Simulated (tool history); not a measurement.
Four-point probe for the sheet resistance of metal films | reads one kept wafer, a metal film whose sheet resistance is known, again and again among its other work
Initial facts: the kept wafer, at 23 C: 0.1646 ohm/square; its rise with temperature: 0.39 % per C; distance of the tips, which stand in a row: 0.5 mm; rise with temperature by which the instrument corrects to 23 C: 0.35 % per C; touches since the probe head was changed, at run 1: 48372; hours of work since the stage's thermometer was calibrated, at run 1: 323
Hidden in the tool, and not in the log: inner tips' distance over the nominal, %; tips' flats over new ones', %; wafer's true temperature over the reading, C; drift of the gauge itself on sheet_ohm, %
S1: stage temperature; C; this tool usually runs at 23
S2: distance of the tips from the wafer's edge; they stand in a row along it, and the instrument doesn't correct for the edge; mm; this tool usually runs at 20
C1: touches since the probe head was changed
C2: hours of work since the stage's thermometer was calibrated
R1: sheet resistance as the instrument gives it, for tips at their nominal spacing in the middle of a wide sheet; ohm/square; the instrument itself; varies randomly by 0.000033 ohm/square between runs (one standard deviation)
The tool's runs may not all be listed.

{"run": 1, "hour": 0.0, "S1": 23, "S2": 20, "C1": 48372, "C2": 323, "R1": 0.163349}
{"run": 2, "hour": 16.2, "S1": 27, "S2": 20, "C1": 49349, "C2": 335, "R1": 0.163558}
{"run": 3, "hour": 39.4, "S1": 27, "S2": 20, "C1": 50751, "C2": 353, "R1": 0.163532}
{"run": 4, "hour": 60.1, "S1": 30, "S2": 20, "C1": 52004, "C2": 369, "R1": 0.163647}
{"run": 5, "hour": 75.2, "S1": 25, "S2": 20, "C1": 52917, "C2": 380, "R1": 0.163387}
{"run": 6, "hour": 94.9, "S1": 29, "S2": 20, "C1": 54106, "C2": 395, "R1": 0.16358}
{"run": 7, "hour": 110.2, "S1": 29, "S2": 20, "C1": 55030, "C2": 407, "R1": 0.163579}
{"run": 8, "hour": 123.9, "S1": 29, "S2": 20, "C1": 55858, "C2": 418, "R1": 0.163575}
{"run": 9, "hour": 138.3, "S1": 23, "S2": 18, "C1": 56729, "C2": 429, "R1": 0.163177}
{"run": 10, "hour": 154.6, "S1": 22, "S2": 18, "C1": 57714, "C2": 441, "R1": 0.1632}
{"run": 11, "hour": 174.9, "S1": 22, "S2": 18, "C1": 58937, "C2": 456, "R1": 0.163151}
{"run": 12, "hour": 191.5, "S1": 32, "S2": 66, "C1": 59941, "C2": 469, "R1": 0.163567}
{"run": 13, "hour": 210.5, "S1": 23, "S2": 7, "C1": 61086, "C2": 484, "R1": 0.163562}
{"run": 14, "hour": 229.6, "S1": 28, "S2": 20, "C1": 62241, "C2": 498, "R1": 0.163424}
{"run": 15, "hour": 253.6, "S1": 23, "S2": 4, "C1": 63690, "C2": 517, "R1": 0.1644}
{"run": 16, "hour": 268.7, "S1": 29, "S2": 60, "C1": 64606, "C2": 528, "R1": 0.163464}
{"run": 17, "hour": 287.2, "S1": 27, "S2": 50, "C1": 65721, "C2": 542, "R1": 0.163293}
{"run": 18, "hour": 302.2, "S1": 20, "S2": 27, "C1": 66627, "C2": 554, "R1": 0.162824}
{"run": 19, "hour": 323.8, "S1": 27, "S2": 6, "C1": 67934, "C2": 570, "R1": 0.16379}
{"run": 20, "hour": 348.2, "S1": 18, "S2": 10, "C1": 69407, "C2": 589, "R1": 0.162858}

5 options for the next run, each taken on its own from the tool as it stands now. Forecast them:
{"run": "A", "hour": 373.2, "S1": 28, "S2": 3, "C1": 70919, "C2": 608, "R1": "?"}
{"run": "B", "hour": 373.2, "S1": 34, "S2": 20, "C1": 70919, "C2": 608, "R1": "?"}
{"run": "C", "hour": 373.2, "S1": 22, "S2": 6, "C1": 70919, "C2": 608, "R1": "?"}
{"run": "D", "hour": 373.2, "S1": 18, "S2": 10, "C1": 70919, "C2": 608, "R1": "?"}
{"run": "E", "hour": 373.2, "S1": 20, "S2": 20, "C1": 70919, "C2": 608, "R1": "?"}

run=A R1=0.165693
run=B R1=0.163684
run=C R1=0.16352
run=D R1=0.162904
run=E R1=0.162876
Stripped of hidden state, with their random variation kept, the same runs would have yielded:
run=A R1=0.16735
run=B R1=0.16532
run=C R1=0.16516
run=D R1=0.16454
run=E R1=0.164511
